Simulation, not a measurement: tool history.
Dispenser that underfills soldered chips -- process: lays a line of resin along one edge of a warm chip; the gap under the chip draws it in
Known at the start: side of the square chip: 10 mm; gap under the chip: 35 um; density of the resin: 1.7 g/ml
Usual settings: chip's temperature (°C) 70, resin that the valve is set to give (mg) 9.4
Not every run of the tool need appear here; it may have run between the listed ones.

run   hour  chip's temperature (°C)  resin that the valve is set to give (mg)  time until the resin shows at the far edge (s)  resin that the valve gave (mg)
  1      0                       70                                       9.4                                           161.5                            9.22
  2    3.3                       72                                       9.4                                             169                            9.21
  3    7.8                       72                                       9.4                                           192.8                            9.19
  4   10.3                       72                                       9.4                                           206.4                            9.16
  5   14.1                       70                                       9.4                                           254.8                            9.14
  6   17.5                       70                                       9.4                                           283.6                            9.13
      19.4  -- new syringe of resin
  7   21.4                       70                                       9.4                                           170.7                            9.11
  8   25.6                       70                                       9.4                                           197.9                            9.13
  9   27.5                       70                                       9.4                                           210.3                            9.09
 10   31.2                       70                                       9.4                                           237.4                             9.1
 11   34.9                       70                                       9.4                                           269.5                            9.07
      38.6  -- dispensing valve cleaned and set on the balance
 12   38.8                       70                                       9.4                                           293.2                            9.39
      39.8  -- new syringe of resin
 13   41.7                       70                                       9.4                                           172.5                            9.38
 14   45.6                       70                                     10.92                                           192.6                           10.88
 15     48                       70                                     10.92                                           208.2                           10.89
 16   50.6                       70                                     12.01                                           220.4                           11.92
 17   52.7                       70                                     12.01                                           240.9                           11.91
 18   55.9                       61                                       9.4                                           385.3                            9.32
      59.2  -- new syringe of resin
 19   60.8                       70                                       9.4                                           169.8                            9.31
 20   64.1                       65                                      9.43                                           222.8                            9.29
 21   66.3                       65                                      9.43                                           242.3                            9.26
 22   70.7                       65                                      8.49                                           284.7                            8.35
 23   73.5                       84                                     11.32                                           158.3                           11.16
 24   76.6                       59                                     11.32                                           417.6                            11.1
      78.5  -- new syringe of resin
 25   79.7                       59                                     11.32                                           242.2                           11.11
 26   82.3                       62                                      9.56                                           241.3                            9.34
 27   86.3                       70                                      9.16                                           210.1                            8.94
 28   88.7                       69                                     11.23                                           233.9                           10.98
 29   92.4                       69                                     11.23                                             262                           10.93
 30   95.7                       69                                     11.23                                           290.2                           10.91
        98  -- new syringe of resin
 31     98                       69                                     11.23                                           166.7                           10.93
 32  100.7                       62                                       9.4                                             236                            9.12
 33  104.9                       62                                       9.4                                           272.9                            9.14
 34    107                       84                                      8.21                                           141.9                            7.93
 35  110.5                       84                                      8.21                                           157.7                            7.92
 36    114                       75                                     10.09                                           230.9                             9.7
 37  116.3                       75                                      8.52                                           258.4                            8.19

Measured less the same run without the tool's hidden state. The same run-to-run variation is in both; the gauge's scatter may not be:
Hidden state present: resin's viscosity, % of fresh resin's; dose that the valve gives, % of what is set; true chip temperature over the reading, C; drift of the gauge itself on fill_s, %; drift of the gauge itself on given_mg, %.
run  time until the resin shows at the far edge (s)  resin that the valve gave (mg)
  1                                            +5.4                           -0.18
  2                                           +22.7                           -0.19
  3                                           +49.5                           -0.21
  4                                           +65.1                           -0.22
  5                                          +101.3                           -0.23
  6                                          +131.1                           -0.25
  7                                             +17                           -0.27
  8                                             +43                           -0.29
  9                                           +55.8                           -0.29
 10                                           +83.5                           -0.31
 11                                          +114.7                           -0.32
 12                                            +140                           -0.01
 13                                           +16.8                           -0.02
 14                                           +40.2                           -0.04
 15                                           +55.9                           -0.06
 16                                           +72.5                           -0.08
 17                                           +90.2                           -0.08
 18                                          +169.8                           -0.08
 19                                           +15.8                            -0.1
 20                                           +41.9                           -0.11
 21                                           +59.9                           -0.13
 22                                           +99.9                           -0.13
 23                                           +63.9                           -0.19
 24                                          +194.5                            -0.2
 25                                           +20.9                           -0.22
 26                                           +39.3                            -0.2
 27                                           +55.8                            -0.2
 28                                           +74.9                           -0.26
 29                                            +105                           -0.29
 30                                          +134.9                            -0.3
 31                                            +8.5                           -0.31
 32                                           +32.2                           -0.28
 33                                           +68.3                            -0.3
 34                                           +42.3                           -0.27
 35                                           +59.6                           -0.29
 36                                          +103.1                           -0.36
 37                                          +126.1                           -0.31

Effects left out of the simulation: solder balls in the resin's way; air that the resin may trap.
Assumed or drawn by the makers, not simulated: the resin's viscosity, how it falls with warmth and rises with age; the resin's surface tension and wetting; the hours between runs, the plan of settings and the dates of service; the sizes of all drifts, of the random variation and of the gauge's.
